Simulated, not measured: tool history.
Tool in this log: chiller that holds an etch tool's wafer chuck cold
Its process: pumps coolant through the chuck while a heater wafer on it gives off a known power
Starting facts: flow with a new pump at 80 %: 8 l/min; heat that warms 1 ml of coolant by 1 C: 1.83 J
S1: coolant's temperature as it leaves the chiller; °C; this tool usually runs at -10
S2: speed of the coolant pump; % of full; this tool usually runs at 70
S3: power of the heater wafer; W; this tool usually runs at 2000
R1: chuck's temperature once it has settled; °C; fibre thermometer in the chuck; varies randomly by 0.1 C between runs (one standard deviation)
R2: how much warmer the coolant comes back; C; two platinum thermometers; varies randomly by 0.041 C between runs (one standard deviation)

run,hour,S1,S2,S3,R1,R2
1,0.0,-10,70,2000,10.9,9.33
2,91.5,-10,70,2000,11.1,9.32
3,146.7,-10,70,2000,10.8,9.28
4,221.5,-10,70,2000,10.9,9.27
5,286.2,-10,70,2000,10.9,9.29
6,353.2,-10,70,2000,11.0,9.31
7,418.2,-10,70,2000,11.2,9.30
8,476.9,-10,70,2000,10.9,9.34
9,542.2,-10,70,1473,5.5,6.85
10,592.4,-10,70,1310,3.7,6.10
11,669.5,-10,70,1310,3.8,6.08
12,723.9,-10,70,1310,3.8,6.07
13,797.5,-10,70,1310,3.6,6.12
14,870.8,-10,70,1310,3.7,6.08
15,944.8,-1,67,1150,11.5,5.58
16,1022.1,-1,86,2871,24.9,10.91
17,1106.0,-2,87,1034,7.3,3.91
18,1194.1,-2,87,1034,7.4,3.86
19,1276.0,-20,60,1034,-7.9,5.60
20,1365.2,-15,81,2516,8.9,10.11
21,1442.8,0,81,1274,12.0,5.13
22,1531.3,-11,86,2512,11.9,9.55
23,1604.2,-15,91,1124,-5.1,4.02
24,1674.7,-15,91,1124,-5.2,4.04
25,1759.2,-15,79,1124,-4.4,4.63
26,1812.9,-7,80,2249,14.4,9.16
27,1895.5,-10,81,2386,12.6,9.61
28,1965.1,-10,81,2386,12.7,9.65

Put back what was entered between runs (1 entry, withheld): which listed runs does each sit between, and how does the hidden state differ from the listed run before to the listed run after?
Run 5 -> run 6: coolant changed, channels flushed (hour 349.9)
  nothing in the hidden state changes from one run to the other

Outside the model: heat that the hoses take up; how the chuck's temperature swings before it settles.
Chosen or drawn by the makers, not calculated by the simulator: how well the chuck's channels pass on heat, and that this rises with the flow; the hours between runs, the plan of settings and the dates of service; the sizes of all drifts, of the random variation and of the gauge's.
